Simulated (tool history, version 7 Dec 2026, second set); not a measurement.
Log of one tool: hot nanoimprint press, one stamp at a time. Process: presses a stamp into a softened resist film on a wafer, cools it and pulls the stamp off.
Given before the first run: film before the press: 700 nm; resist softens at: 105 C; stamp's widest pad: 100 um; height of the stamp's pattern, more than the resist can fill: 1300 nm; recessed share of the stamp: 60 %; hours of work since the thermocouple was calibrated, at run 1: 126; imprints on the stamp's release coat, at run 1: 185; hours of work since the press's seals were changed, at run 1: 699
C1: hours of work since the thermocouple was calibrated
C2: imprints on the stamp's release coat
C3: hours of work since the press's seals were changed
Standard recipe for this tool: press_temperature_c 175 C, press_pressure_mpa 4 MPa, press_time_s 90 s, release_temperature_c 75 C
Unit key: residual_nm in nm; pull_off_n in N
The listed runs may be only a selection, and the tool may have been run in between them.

{"run": 1, "hour": 0.0, "press_temperature_c": 175, "press_pressure_mpa": 4, "press_time_s": 90, "release_temperature_c": 75, "C1": 126, "C2": 185, "C3": 699, "residual_nm": 368.9, "pull_off_n": 175}
{"run": 2, "hour": 14.7, "press_temperature_c": 175, "press_pressure_mpa": 4, "press_time_s": 90, "release_temperature_c": 60, "C1": 135, "C2": 221, "C3": 708, "residual_nm": 374.9, "pull_off_n": 196}
{"run": 3, "hour": 32.0, "press_temperature_c": 175, "press_pressure_mpa": 4, "press_time_s": 90, "release_temperature_c": 60, "C1": 146, "C2": 264, "C3": 719, "residual_nm": 374.7, "pull_off_n": 189}
{"run": 4, "hour": 49.2, "press_temperature_c": 175, "press_pressure_mpa": 4, "press_time_s": 90, "release_temperature_c": 60, "C1": 157, "C2": 307, "C3": 730, "residual_nm": 369.3, "pull_off_n": 203}
{"run": 5, "hour": 67.4, "press_temperature_c": 175, "press_pressure_mpa": 4, "press_time_s": 90, "release_temperature_c": 60, "C1": 169, "C2": 352, "C3": 741, "residual_nm": 378.8, "pull_off_n": 194}
{"run": 6, "hour": 82.2, "press_temperature_c": 175, "press_pressure_mpa": 4, "press_time_s": 90, "release_temperature_c": 60, "C1": 178, "C2": 388, "C3": 751, "residual_nm": 377.9, "pull_off_n": 199}
{"run": 7, "hour": 95.6, "press_temperature_c": 175, "press_pressure_mpa": 4, "press_time_s": 90, "release_temperature_c": 60, "C1": 187, "C2": 422, "C3": 759, "residual_nm": 376, "pull_off_n": 199}
{"run": 8, "hour": 116.9, "press_temperature_c": 175, "press_pressure_mpa": 4, "press_time_s": 90, "release_temperature_c": 60, "C1": 200, "C2": 474, "C3": 773, "residual_nm": 378.4, "pull_off_n": 208}
{"run": 9, "hour": 138.8, "press_temperature_c": 175, "press_pressure_mpa": 4, "press_time_s": 90, "release_temperature_c": 60, "C1": 214, "C2": 529, "C3": 787, "residual_nm": 372.9, "pull_off_n": 216}
{"run": 10, "hour": 156.6, "press_temperature_c": 167, "press_pressure_mpa": 4, "press_time_s": 90, "release_temperature_c": 75, "C1": 225, "C2": 573, "C3": 798, "residual_nm": 448.6, "pull_off_n": 184}
{"run": 11, "hour": 184.8, "press_temperature_c": 167, "press_pressure_mpa": 4, "press_time_s": 90, "release_temperature_c": 75, "C1": 243, "C2": 643, "C3": 816, "residual_nm": 450.6, "pull_off_n": 192}
{"run": 12, "hour": 203.7, "press_temperature_c": 167, "press_pressure_mpa": 4, "press_time_s": 140, "release_temperature_c": 75, "C1": 255, "C2": 689, "C3": 828, "residual_nm": 400.8, "pull_off_n": 191}
{"run": 13, "hour": 216.9, "press_temperature_c": 167, "press_pressure_mpa": 4, "press_time_s": 140, "release_temperature_c": 75, "C1": 263, "C2": 722, "C3": 836, "residual_nm": 399.9, "pull_off_n": 199}
{"run": 14, "hour": 235.0, "press_temperature_c": 175, "press_pressure_mpa": 4, "press_time_s": 90, "release_temperature_c": 81, "C1": 275, "C2": 767, "C3": 847, "residual_nm": 375.3, "pull_off_n": 186}
{"run": 15, "hour": 255.1, "press_temperature_c": 175, "press_pressure_mpa": 3.19, "press_time_s": 90, "release_temperature_c": 82, "C1": 288, "C2": 817, "C3": 860, "residual_nm": 420.3, "pull_off_n": 196}
{"run": 16, "hour": 277.8, "press_temperature_c": 175, "press_pressure_mpa": 3.19, "press_time_s": 90, "release_temperature_c": 82, "C1": 302, "C2": 873, "C3": 874, "residual_nm": 424, "pull_off_n": 184}
{"run": 17, "hour": 304.6, "press_temperature_c": 175, "press_pressure_mpa": 2.57, "press_time_s": 166, "release_temperature_c": 60, "C1": 319, "C2": 939, "C3": 891, "residual_nm": 391.5, "pull_off_n": 228}
{"hour": 310.0, "done": "plate thermocouple calibrated"}
{"run": 18, "hour": 329.2, "press_temperature_c": 175, "press_pressure_mpa": 2.57, "press_time_s": 166, "release_temperature_c": 60, "C1": 12, "C2": 993, "C3": 905, "residual_nm": 400.3, "pull_off_n": 223}
{"run": 19, "hour": 351.8, "press_temperature_c": 180, "press_pressure_mpa": 5.39, "press_time_s": 102, "release_temperature_c": 70, "C1": 26, "C2": 1049, "C3": 919, "residual_nm": 286.2, "pull_off_n": 222}
{"hour": 366.9, "done": "plate thermocouple calibrated, once more"}
{"run": 20, "hour": 369.8, "press_temperature_c": 180, "press_pressure_mpa": 5.39, "press_time_s": 102, "release_temperature_c": 70, "C1": 2, "C2": 1086, "C3": 929, "residual_nm": 277.8, "pull_off_n": 221}
{"run": 21, "hour": 388.6, "press_temperature_c": 186, "press_pressure_mpa": 5.39, "press_time_s": 102, "release_temperature_c": 70, "C1": 14, "C2": 1132, "C3": 941, "residual_nm": 240.5, "pull_off_n": 223}
{"run": 22, "hour": 411.3, "press_temperature_c": 167, "press_pressure_mpa": 5.2, "press_time_s": 102, "release_temperature_c": 70, "C1": 28, "C2": 1189, "C3": 955, "residual_nm": 386.2, "pull_off_n": 219}
{"run": 23, "hour": 425.8, "press_temperature_c": 185, "press_pressure_mpa": 3.42, "press_time_s": 90, "release_temperature_c": 75, "C1": 37, "C2": 1225, "C3": 964, "residual_nm": 323.1, "pull_off_n": 224}
{"run": 24, "hour": 451.3, "press_temperature_c": 185, "press_pressure_mpa": 3.42, "press_time_s": 90, "release_temperature_c": 75, "C1": 53, "C2": 1288, "C3": 980, "residual_nm": 326.2, "pull_off_n": 223}
{"run": 25, "hour": 463.8, "press_temperature_c": 171, "press_pressure_mpa": 4, "press_time_s": 90, "release_temperature_c": 75, "C1": 61, "C2": 1319, "C3": 988, "residual_nm": 412.5, "pull_off_n": 215}
{"run": 26, "hour": 477.9, "press_temperature_c": 172, "press_pressure_mpa": 5.3, "press_time_s": 90, "release_temperature_c": 68, "C1": 70, "C2": 1354, "C3": 997, "residual_nm": 352.4, "pull_off_n": 241}

How the hidden state differs across the entries between the runs, from the last listed run before each to the first after it:
Between runs 17 and 18: plate thermocouple calibrated (hour 310)
  true temperature over the reading, C: -0.97 -> -1.51; pressure that arrives at the usual setting, %: 92.48 -> 92.37; grip of the stamp's worn release coat, % over a new coat's: 25.7 -> 27.2
  difference, measured minus the result without the unlogged condition, residual_nm: +17.9 -> +22.8 nm; pull_off_n: +47 -> +49 N
Between runs 19 and 20: plate thermocouple calibrated, once more (hour 366.9)
  true temperature over the reading, C: -1.56 -> 0.05; pressure that arrives at the usual setting, %: 92.24 -> 92.16; grip of the stamp's worn release coat, % over a new coat's: 28.7 -> 29.8
  difference, measured minus the result without the unlogged condition, residual_nm: +27.7 -> +17.3 nm; pull_off_n: +51 -> +51 N
